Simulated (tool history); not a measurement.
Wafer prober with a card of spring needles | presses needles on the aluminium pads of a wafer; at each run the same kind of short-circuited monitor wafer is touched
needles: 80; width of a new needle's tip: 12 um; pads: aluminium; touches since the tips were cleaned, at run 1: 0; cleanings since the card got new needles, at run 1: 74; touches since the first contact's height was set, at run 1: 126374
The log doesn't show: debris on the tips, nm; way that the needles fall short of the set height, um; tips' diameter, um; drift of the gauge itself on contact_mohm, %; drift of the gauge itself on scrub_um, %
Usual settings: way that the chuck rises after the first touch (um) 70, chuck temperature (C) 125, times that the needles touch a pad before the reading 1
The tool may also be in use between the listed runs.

run   hour  way that the chuck rises after the first touch (um)  chuck temperature (C)  times that the needles touch a pad before the reading  touches since the tips were cleaned  cleanings since the card got new needles  touches since the first contact's height was set  resistance of one needle with its contact and lead (mohm)  way that a needle slides on the pad (um)
  1    0.0                                                   70                    125                                                      1                                    0                                        74                                            126374                                                        180                                      9.33
       5.9  -- tips cleaned on abrasive film
  2   10.0                                                   70                    125                                                      1                                 1266                                        75                                            129413                                                        232                                      9.14
      11.3  -- tips cleaned on abrasive film
      16.7  -- tips cleaned on abrasive film
  3   16.7                                                   70                    125                                                      1                                    0                                        77                                            131385                                                        181                                      9.23
      21.9  -- tips cleaned on abrasive film
  4   21.9                                                   70                    125                                                      1                                    0                                        78                                            132946                                                        182                                      9.12
      27.9  -- tips cleaned on abrasive film, once more
  5   31.7                                                   70                     48                                                      1                                 1170                                        79                                            135927                                                        200                                      9.08
      33.2  -- tips cleaned on abrasive film
  6   37.3                                                   70                     48                                                      1                                 1269                                        80                                            137608                                                        199                                      9.12
      38.7  -- tips cleaned on abrasive film
      43.9  -- tips cleaned on abrasive film
  7   45.6                                                   70                     48                                                      1                                  524                                        82                                            140089                                                        182                                      9.29
      49.5  -- tips cleaned on abrasive film
  8   51.5                                                   70                     48                                                      1                                  604                                        83                                            141851                                                        182                                      9.11
      55.0  -- tips cleaned on abrasive film
  9   55.9                                                   70                    125                                                      3                                  300                                        84                                            143191                                                        184                                      9.18
      60.3  -- tips cleaned on abrasive film
      65.9  -- tips cleaned on abrasive film
 10   65.9                                                   70                    125                                                      3                                    0                                        86                                            146180                                                        177                                      9.13
      71.2  -- tips cleaned on abrasive film
 11   73.4                                                   70                    125                                                      3                                  662                                        87                                            148441                                                        185                                      9.11
      77.0  -- tips cleaned on abrasive film
 12   77.9                                                   70                    107                                                      1                                  269                                        88                                            149793                                                        188                                      8.95
      82.7  -- tips cleaned on abrasive film
 13   87.8                                                   70                    114                                                      1                                 1533                                        89                                            152774                                                        206                                      8.99
      88.8  -- tips cleaned on abrasive film
      94.4  -- tips cleaned on abrasive film
 14   97.9                                                   56                     36                                                      1                                 1062                                        91                                            155806                                                        212                                      7.01
      99.6  -- tips cleaned on abrasive film
     105.1  -- tips cleaned on abrasive film
 15  107.6                                                   69                     47                                                      3                                  760                                        93                                            158725                                                        175                                      8.78
     110.4  -- tips cleaned on abrasive film
     115.7  -- tips cleaned on abrasive film
 16  117.3                                                   69                     57                                                      1                                  487                                        95                                            161636                                                        184                                      8.81
     121.2  -- tips cleaned on abrasive film
 17  122.9                                                   69                     57                                                      1                                  515                                        96                                            163312                                                        182                                      8.77
     127.1  -- tips cleaned on abrasive film
     132.5  -- tips cleaned on abrasive film
 18  133.2                                                   56                     34                                                      2                                  212                                        98                                            166395                                                        177                                      7.18
     137.6  -- tips cleaned on abrasive film
 19  142.4                                                   56                     34                                                      2                                 1474                                        99                                            169204                                                        201                                      6.98
     143.0  -- tips cleaned on abrasive film
     148.7  -- tips cleaned on abrasive film
 20  150.4                                                   55                     34                                                      3                                  514                                       101                                            171571                                                        177                                      6.80
     154.3  -- tips cleaned on abrasive film
 21  158.5                                                   57                    125                                                      1                                 1269                                       102                                            174020                                                        231                                      7.18

4 ways to go on from here, each from the tool as it stands after run 21. What would each give?
     159.8  -- tips cleaned on abrasive film
     165.5  -- tips cleaned on abrasive film
  A  166.5                                                   86                     89                                                      1                                  292                                       104                                            176404                                                          ?                                         ?
     159.8  -- tips cleaned on abrasive film
     165.5  -- tips cleaned on abrasive film
  B  166.5                                                   60                     73                                                      2                                  292                                       104                                            176404                                                          ?                                         ?
     159.8  -- tips cleaned on abrasive film
     165.5  -- tips cleaned on abrasive film
  C  166.5                                                   83                     37                                                      2                                  292                                       104                                            176404                                                          ?                                         ?
     159.8  -- tips cleaned on abrasive film
     165.5  -- tips cleaned on abrasive film
  D  166.5                                                   57                     81                                                      2                                  292                                       104                                            176404                                                          ?                                         ?

run  resistance of one needle with its contact and lead (mohm)  way that a needle slides on the pad (um)
  A                                                        180                                     11.15
  B                                                        185                                      7.49
  C                                                        165                                     10.81
  D                                                        188                                      7.10
Without the tool's hidden state the same runs would have given:
run  resistance of one needle with its contact and lead (mohm)  way that a needle slides on the pad (um)
  A                                                        170                                     12.09
  B                                                        171                                      8.42
  C                                                        158                                     11.76
  D                                                        172                                      8.03
